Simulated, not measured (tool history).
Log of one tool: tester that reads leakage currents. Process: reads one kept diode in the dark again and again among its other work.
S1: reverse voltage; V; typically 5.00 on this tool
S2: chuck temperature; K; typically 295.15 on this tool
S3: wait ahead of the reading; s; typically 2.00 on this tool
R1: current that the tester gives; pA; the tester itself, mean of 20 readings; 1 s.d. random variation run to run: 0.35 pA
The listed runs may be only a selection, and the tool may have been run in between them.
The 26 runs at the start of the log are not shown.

Run 27, day 65.812: usual settings but S1 1.77 V, S2 331.15 K, S3 1.79 s. Result: R1 1160.18 pA.
Run 28, day 67.412: usual settings but S1 1.77 V, S2 331.15 K, S3 1.79 s. Result: R1 1157.33 pA.
Run 29, day 69.262: usual settings but S1 1.77 V, S2 331.15 K, S3 1.79 s. Result: R1 1150.16 pA.
Run 30, day 71.454: usual settings but S2 301.15 K, S3 3.12 s. Result: R1 170.63 pA.
Run 31, day 74.750: usual settings but S3 0.39 s. Result: R1 103.16 pA.
Run 32, day 76.700: usual settings but S2 296.15 K, S3 0.36 s. Result: R1 111.24 pA.
Run 33, day 80.088: usual settings but S2 296.15 K, S3 0.36 s. Result: R1 110.24 pA.
Run 34, day 82.404: usual settings but S1 8.32 V, S2 296.15 K, S3 0.36 s. Result: R1 132.08 pA.
Run 35, day 84.471: usual settings but S1 12.07 V, S2 315.15 K. Result: R1 669.78 pA.
Run 36, day 85.950: usual settings but S1 12.07 V, S2 315.15 K. Result: R1 667.03 pA.
Run 37, day 89.342: usual settings but S1 12.07 V, S2 297.15 K, S3 5.35 s. Result: R1 160.78 pA.

What will run 38 give?
Run 38, day 90.979: usual settings but S1 15.65 V, S2 307.15 K, S3 5.35 s. Result: R1 ?.

Run 38 came out at R1 390.92 pA.
The same run, on a tool lacking any hidden state, would have yielded R1 450.12 pA.
